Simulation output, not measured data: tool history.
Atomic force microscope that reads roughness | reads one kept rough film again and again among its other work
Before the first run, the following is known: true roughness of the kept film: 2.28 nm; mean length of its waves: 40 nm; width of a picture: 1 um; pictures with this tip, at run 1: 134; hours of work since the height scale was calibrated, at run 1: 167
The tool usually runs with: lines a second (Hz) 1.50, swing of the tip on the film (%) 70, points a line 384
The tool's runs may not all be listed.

run   hour  lines a second (Hz)  swing of the tip on the film (%)  points a line  pictures with this tip  hours of work since the height scale was calibrated  roughness of the kept film (nm (root mean square))
  1    0.0                 1.50                                70            384                     134                                                  167                                               1.788
  2   13.8                 1.50                                70            338                     159                                                  177                                               1.735
  3   25.8                 1.50                                70            384                     180                                                  187                                               1.709
  4   37.5                 1.50                                85            384                     200                                                  196                                               1.538
  5   50.4                 1.50                                85            384                     223                                                  206                                               1.490
  6   63.6                 1.50                                85            384                     246                                                  216                                               1.482
      69.5  -- new tip fitted
  7   76.1                 1.50                                85            384                      11                                                  226                                               1.739
  8   86.5                 1.50                                85            384                      30                                                  234                                               1.709
  9   98.1                 1.50                                85            384                      50                                                  243                                               1.687
 10  105.4                 1.50                                85            384                      63                                                  248                                               1.679
 11  112.6                 0.59                                70            384                      76                                                  254                                               1.934
 12  120.3                 1.50                                70            384                      90                                                  260                                               1.823
 13  127.8                 1.10                                89            384                     103                                                  266                                               1.650
 14  136.1                 2.87                                70            384                     117                                                  272                                               1.658
 15  143.2                 0.80                                72            432                     130                                                  278                                               1.847
 16  152.6                 0.96                                56            317                     146                                                  285                                               1.876
 17  165.5                 0.96                                56            317                     169                                                  295                                               1.845
 18  175.3                 0.52                                70            469                     187                                                  303                                               1.815
 19  183.4                 0.52                                70            469                     201                                                  309                                               1.799
 20  194.8                 2.45                                71            451                     221                                                  318                                               1.568
 21  202.9                 0.97                                59            384                     235                                                  324                                               1.760
     215.7  -- new tip fitted
 22  216.3                 0.97                                59            384                       1                                                  335                                               2.060
 23  223.4                 0.97                                59            384                      13                                                  340                                               2.054

Run by run, hidden condition taken away, random variation retained:
Unlogged tool condition in this case: radius of the tip, nm; height scale over the true one, %; drift of the gauge itself on roughness_nm, %.
run  roughness of the kept film (nm (root mean square))
  1                                               1.969
  2                                               1.942
  3                                               1.939
  4                                               1.765
  5                                               1.737
  6                                               1.752
  7                                               1.764
  8                                               1.758
  9                                               1.760
 10                                               1.769
 11                                               2.055
 12                                               1.955
 13                                               1.786
 14                                               1.811
 15                                               2.035
 16                                               2.089
 17                                               2.087
 18                                               2.077
 19                                               2.076
 20                                               1.833
 21                                               2.075
 22                                               2.070
 23                                               2.081
